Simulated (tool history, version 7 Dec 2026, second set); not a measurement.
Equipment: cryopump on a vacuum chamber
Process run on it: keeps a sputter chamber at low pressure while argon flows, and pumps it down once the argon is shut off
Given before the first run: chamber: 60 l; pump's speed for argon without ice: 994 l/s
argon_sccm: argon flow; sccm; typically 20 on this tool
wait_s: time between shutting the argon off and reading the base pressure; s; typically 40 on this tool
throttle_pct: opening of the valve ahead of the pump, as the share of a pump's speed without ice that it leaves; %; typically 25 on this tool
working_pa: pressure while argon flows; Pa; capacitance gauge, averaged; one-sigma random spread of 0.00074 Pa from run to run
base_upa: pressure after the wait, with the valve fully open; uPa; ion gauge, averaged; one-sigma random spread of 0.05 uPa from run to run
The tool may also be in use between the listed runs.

run 1 hour=0 | argon_sccm=20 wait_s=40 throttle_pct=25 | working_pa=0.1393 base_upa=3.36
run 2 hour=13 | argon_sccm=20 wait_s=95 throttle_pct=25 | working_pa=0.1393 base_upa=1.82
run 3 hour=27.7 | argon_sccm=20 wait_s=95 throttle_pct=25 | working_pa=0.1394 base_upa=1.83
run 4 hour=38.9 | argon_sccm=20 wait_s=95 throttle_pct=25 | working_pa=0.1394 base_upa=1.83
run 5 hour=46.7 | argon_sccm=20 wait_s=95 throttle_pct=25 | working_pa=0.1404 base_upa=1.84
run 6 hour=57.7 | argon_sccm=20 wait_s=40 throttle_pct=25 | working_pa=0.1392 base_upa=3.5
run 7 hour=67.7 | argon_sccm=20 wait_s=40 throttle_pct=25 | working_pa=0.1387 base_upa=3.48
run 8 hour=80.6 | argon_sccm=20 wait_s=40 throttle_pct=25 | working_pa=0.1384 base_upa=3.4
run 9 hour=96.6 | argon_sccm=20 wait_s=40 throttle_pct=25 | working_pa=0.1402 base_upa=3.45
run 10 hour=111 | argon_sccm=20 wait_s=40 throttle_pct=25 | working_pa=0.1392 base_upa=3.44
run 11 hour=119.5 | argon_sccm=20 wait_s=40 throttle_pct=25 | working_pa=0.14 base_upa=3.52
run 12 hour=132.9 | argon_sccm=20 wait_s=40 throttle_pct=25 | working_pa=0.1401 base_upa=3.53
run 13 hour=147.5 | argon_sccm=20 wait_s=40 throttle_pct=25 | working_pa=0.141 base_upa=3.54
run 14 hour=162.7 | argon_sccm=20 wait_s=40 throttle_pct=25 | working_pa=0.1402 base_upa=3.54
run 15 hour=179.5 | argon_sccm=20 wait_s=40 throttle_pct=25 | working_pa=0.1409 base_upa=3.65
run 16 hour=187.6 | argon_sccm=20 wait_s=40 throttle_pct=25 | working_pa=0.1407 base_upa=3.62
run 17 hour=194.9 | argon_sccm=20 wait_s=40 throttle_pct=25 | working_pa=0.1401 base_upa=3.6
run 18 hour=208.2 | argon_sccm=20 wait_s=40 throttle_pct=25 | working_pa=0.1398 base_upa=3.62
run 19 hour=221.2 | argon_sccm=20 wait_s=40 throttle_pct=25 | working_pa=0.14 base_upa=3.66
run 20 hour=234.4 | argon_sccm=28 wait_s=23 throttle_pct=25 | working_pa=0.1959 base_upa=5.62
run 21 hour=251.1 | argon_sccm=28 wait_s=23 throttle_pct=25 | working_pa=0.1967 base_upa=5.71
run 22 hour=265.9 | argon_sccm=33 wait_s=26 throttle_pct=21 | working_pa=0.2748 base_upa=5.19
run 23 hour=277.4 | argon_sccm=33 wait_s=26 throttle_pct=21 | working_pa=0.2755 base_upa=5.18
run 24 hour=288.5 | argon_sccm=33 wait_s=26 throttle_pct=21 | working_pa=0.2761 base_upa=5.37
run 25 hour=300.7 | argon_sccm=10 wait_s=26 throttle_pct=31 | working_pa=0.0565 base_upa=5.28
run 26 hour=309.5 | argon_sccm=10 wait_s=221 throttle_pct=19 | working_pa=0.0919 base_upa=1.56
run 27 hour=325.7 | argon_sccm=21 wait_s=40 throttle_pct=20 | working_pa=0.1825 base_upa=3.75
run 28 hour=339 | argon_sccm=31 wait_s=43 throttle_pct=25 | working_pa=0.2182 base_upa=3.62
run 29 hour=354.9 | argon_sccm=10 wait_s=193 throttle_pct=20 | working_pa=0.0881 base_upa=1.71
run 30 hour=363.3 | argon_sccm=39 wait_s=40 throttle_pct=59 | working_pa=0.123 base_upa=3.82
run 31 hour=371.2 | argon_sccm=39 wait_s=269 throttle_pct=59 | working_pa=0.1231 base_upa=1.53
run 32 hour=378.2 | argon_sccm=39 wait_s=269 throttle_pct=59 | working_pa=0.1232 base_upa=1.53
run 33 hour=388.3 | argon_sccm=39 wait_s=269 throttle_pct=59 | working_pa=0.1232 base_upa=1.54
run 34 hour=397.5 | argon_sccm=39 wait_s=269 throttle_pct=59 | working_pa=0.1237 base_upa=1.64
run 35 hour=405.1 | argon_sccm=39 wait_s=269 throttle_pct=59 | working_pa=0.1249 base_upa=1.59

Each row is a separate what-if for the run after 35, all from the same tool condition, not one after another. Results?
run A hour=415.1 | argon_sccm=13 wait_s=48 throttle_pct=40 | working_pa=? base_upa=?
run B hour=415.1 | argon_sccm=12 wait_s=116 throttle_pct=25 | working_pa=? base_upa=?
run C hour=415.1 | argon_sccm=13 wait_s=269 throttle_pct=59 | working_pa=? base_upa=?
run D hour=415.1 | argon_sccm=14 wait_s=269 throttle_pct=59 | working_pa=? base_upa=?

run=A working_pa=0.0583 base_upa=3.41
run=B working_pa=0.0856 base_upa=2.11
run=C working_pa=0.0417 base_upa=1.59
run=D working_pa=0.0442 base_upa=1.56
Without the tool's hidden state the same runs would have given:
run=A working_pa=0.0548 base_upa=2.54
run=B working_pa=0.0823 base_upa=1.23
run=C working_pa=0.0381 base_upa=0.72
run=D working_pa=0.0403 base_upa=0.69
